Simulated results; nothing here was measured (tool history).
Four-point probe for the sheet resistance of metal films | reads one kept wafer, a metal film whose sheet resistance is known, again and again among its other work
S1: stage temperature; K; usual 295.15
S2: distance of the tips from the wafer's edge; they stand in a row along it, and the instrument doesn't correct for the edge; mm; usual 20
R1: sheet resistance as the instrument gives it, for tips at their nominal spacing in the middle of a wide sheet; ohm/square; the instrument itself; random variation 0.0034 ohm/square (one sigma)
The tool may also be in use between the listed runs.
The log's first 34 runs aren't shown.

Run 35, day 27.279: usual settings but S1 298.15 K, S2 29 mm. Result: R1 16.899786 ohm/square.
Run 36, day 27.838: usual settings but S1 296.15 K, S2 11 mm. Result: R1 16.933945 ohm/square.
Run 37, day 28.45: usual settings but S1 296.15 K, S2 11 mm. Result: R1 16.936357 ohm/square.
Run 38, day 29.133: usual settings but S1 296.15 K, S2 11 mm. Result: R1 16.940259 ohm/square.
Run 39, day 29.792: usual settings but S1 296.15 K, S2 11 mm. Result: R1 16.932166 ohm/square.
Run 40, day 30.679: usual settings but S1 303.15 K, S2 4 mm. Result: R1 17.002109 ohm/square.
Run 41, day 31.475: usual settings but S1 300.15 K, S2 25 mm. Result: R1 16.889039 ohm/square.
Run 42, day 32.304: usual settings but S1 298.15 K, S2 5 mm. Result: R1 16.986711 ohm/square.
Run 43, day 33.033: usual settings but S1 304.15 K, S2 5 mm. Result: R1 16.952527 ohm/square.
Run 44, day 33.729: usual settings but S1 304.15 K, S2 5 mm. Result: R1 16.951045 ohm/square.

3 ways to go on from here, each from the tool as it stands after run 44. What would each give?
Run A, day 34.508: usual settings but S1 303.15 K, S2 5 mm. Result: R1 ?.
Run B, day 34.508: usual settings but S1 305.15 K, S2 71 mm. Result: R1 ?.
Run C, day 34.508: usual settings but S1 292.15 K, S2 10 mm. Result: R1 ?.

run         R1
  A  16.964649
  B  16.853061
  C  16.960435
Without the tool's hidden state the same runs would have given:
run         R1
  A  16.997556
  B  16.885752
  C  16.993414
